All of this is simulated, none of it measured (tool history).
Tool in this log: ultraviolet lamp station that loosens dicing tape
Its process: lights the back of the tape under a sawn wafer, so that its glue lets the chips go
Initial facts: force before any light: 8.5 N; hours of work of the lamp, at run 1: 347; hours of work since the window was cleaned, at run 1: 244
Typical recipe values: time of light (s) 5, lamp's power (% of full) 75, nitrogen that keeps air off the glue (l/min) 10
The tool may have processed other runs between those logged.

run    hour  time of light (s)  lamp's power (% of full)  nitrogen that keeps air off the glue (l/min)  hours of work of the lamp  hours of work since the window was cleaned  force that peels the tape off (N)  light that reached the tape (mJ/cm2)
  1     0.0                  5                        75                                            10                        347                                         244                              1.393                                   426
  2    47.2                  5                        75                                             6                        366                                         263                              1.901                                   416
  3   105.6                  5                        75                                             6                        390                                         287                              1.932                                   413
  4   147.3                  5                        75                                            10                        407                                         304                              1.545                                   402
  5   177.6                  5                        75                                            19                        419                                         316                              1.111                                   403
  6   204.5                  5                        75                                            19                        430                                         327                              1.101                                   392
      241.3  -- window cleaned of glue's vapour
  7   244.6                  4                        75                                            10                        446                                           1                              1.641                                   383
  8   303.6                  5                        75                                            10                        470                                          25                              1.168                                   472
  9   335.8                  5                        75                                            10                        483                                          38                              1.222                                   469
 10   369.9                  5                        75                                            10                        497                                          52                              1.208                                   468
 11   400.2                  5                        75                                            18                        510                                          65                              0.885                                   463
 12   451.6                  5                        61                                            18                        531                                          86                              1.288                                   364
 13   501.1                  5                        61                                             6                        551                                         106                              2.290                                   361
 14   539.4                  5                        61                                             6                        566                                         121                              2.384                                   359
 15   598.3                  5                        72                                            10                        590                                         145                              1.468                                   406
 16   637.0                  5                        72                                            10                        606                                         161                              1.534                                   403
 17   696.3                  5                        72                                            10                        630                                         185                              1.548                                   403
 18   738.5                  5                        75                                            10                        647                                         202                              1.536                                   405
 19   796.8                  5                        75                                            10                        671                                         226                              1.497                                   398
 20   827.4                  5                        75                                            10                        684                                         239                              1.577                                   398
 21   889.9                  5                        75                                            10                        709                                         264                              1.614                                   388
 22   951.0                  5                        73                                            10                        734                                         289                              1.751                                   367
 23   999.5                  5                        73                                            10                        754                                         309                              1.844                                   358
 24  1025.5                  8                        75                                             6                        764                                         319                              1.119                                   592
 25  1078.9                  8                        75                                             6                        786                                         341                              1.123                                   580
     1084.3  -- window cleaned of glue's vapour
 26  1140.9                  8                        75                                             6                        811                                          23                              0.845                                   689
 27  1197.4                  8                        75                                             6                        834                                          46                              0.826                                   679
 28  1247.2                  8                        72                                             6                        854                                          66                              0.964                                   633
 29  1273.2                  3                        75                                            13                        865                                          77                              2.746                                   248
 30  1317.8                  3                        82                                             6                        883                                          95                              3.124                                   266
 31  1373.4                  3                        82                                             6                        906                                         118                              3.220                                   261
 32  1431.1                  3                        82                                             6                        929                                         141                              3.474                                   256
 33  1480.0                  3                        75                                            12                        949                                         161                              2.955                                   232
 34  1515.8                  3                        75                                            12                        964                                         176                              2.952                                   223
 35  1545.6                 10                        75                                            20                        976                                         188                              0.330                                   751
 36  1577.5                  2                        75                                            10                        989                                         201                              4.278                                   149
 37  1630.9                  3                        99                                            16                       1010                                         222                              2.016                                   286
 38  1688.2                  3                        99                                            16                       1034                                         246                              2.038                                   283
 39  1738.1                  3                        99                                            16                       1054                                         266                              2.073                                   282
 40  1765.8                  3                        99                                            16                       1065                                         277                              2.141                                   274
 41  1794.0                  5                        67                                             5                       1077                                         289                              2.940                                   306
 42  1822.5                  5                        67                                             5                       1088                                         300                              3.025                                   304
 43  1873.4                  4                        63                                             6                       1109                                         321                              3.785                                   226
     1923.5  -- window cleaned of glue's vapour
 44  1936.1                  6                        67                                            16                       1134                                           5                              1.012                                   422

Had the tool no unlogged condition, and each run kept its random variation, what would the results have been?
Hidden state at play: lamp's light, % of a new lamp's; light that the window lets through, % of a clean one's; drift of the gauge itself on peel_n, %; drift of the gauge itself on dose_mj_cm2, %.
run  force that peels the tape off (N)  light that reached the tape (mJ/cm2)
  1                              0.912                                   542
  2                              1.280                                   536
  3                              1.260                                   545
  4                              0.927                                   539
  5                              0.624                                   545
  6                              0.613                                   537
  7                              1.354                                   432
  8                              0.905                                   543
  9                              0.929                                   545
 10                              0.903                                   549
 11                              0.637                                   548
 12                              0.919                                   439
 13                              1.736                                   443
 14                              1.786                                   445
 15                              0.974                                   514
 16                              1.002                                   518
 17                              0.973                                   528
 18                              0.934                                   540
 19                              0.882                                   541
 20                              0.914                                   544
 21                              0.900                                   543
 22                              0.956                                   526
 23                              0.983                                   522
 24                              0.534                                   872
 25                              0.516                                   870
 26                              0.543                                   867
 27                              0.513                                   871
 28                              0.573                                   826
 29                              1.937                                   326
 30                              2.290                                   355
 31                              2.315                                   355
 32                              2.456                                   356
 33                              1.947                                   326
 34                              1.918                                   319
 35                              0.232                                  1086
 36                              3.189                                   217
 37                              1.073                                   427
 38                              1.056                                   429
 39                              1.043                                   434
 40                              1.059                                   429
 41                              1.665                                   484
 42                              1.694                                   485
 43                              2.307                                   367
 44                              0.560                                   577
